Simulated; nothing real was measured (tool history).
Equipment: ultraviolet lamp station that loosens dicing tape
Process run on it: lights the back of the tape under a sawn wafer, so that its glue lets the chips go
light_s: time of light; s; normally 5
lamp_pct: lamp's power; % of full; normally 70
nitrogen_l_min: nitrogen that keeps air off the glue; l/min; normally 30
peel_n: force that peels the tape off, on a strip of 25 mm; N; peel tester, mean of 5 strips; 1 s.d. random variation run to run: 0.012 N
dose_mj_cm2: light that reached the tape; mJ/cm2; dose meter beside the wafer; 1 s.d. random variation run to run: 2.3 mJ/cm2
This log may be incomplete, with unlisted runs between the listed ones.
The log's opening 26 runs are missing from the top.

run    hour  light_s  lamp_pct  nitrogen_l_min  peel_n  dose_mj_cm2
 27  1151.2        5        94              30   0.654          212
 28  1210.2        2        77              56   1.747           67
     1250.9  -- window cleaned of glue's vapour, once more
 29  1261.6        5        94              18   0.636          241
 30  1301.4        5        84              30   0.640          213
 31  1366.7        5        75              18   0.916          174
 32  1413.2        8        94              16   0.396          362
 33  1474.5        3        94              16   1.318          128
 34  1502.9        5        70              33   0.878          160
 35  1530.7        3        95              20   1.246          133
 36  1587.8        3        95              25   1.247          128
 37  1640.8        3        78              25   1.482          101
 38  1678.7        3        78              25   1.516           98
 39  1712.0        3        78              25   1.561          100

Expected results for the next run?
 40  1765.7        9        78              11       ?            ?

peel_n: 0.611 N
dose_mj_cm2: 290 mJ/cm2
The same run, on a tool lacking any hidden state, would have yielded peel_n 0.307 N, dose_mj_cm2 485 mJ/cm2.

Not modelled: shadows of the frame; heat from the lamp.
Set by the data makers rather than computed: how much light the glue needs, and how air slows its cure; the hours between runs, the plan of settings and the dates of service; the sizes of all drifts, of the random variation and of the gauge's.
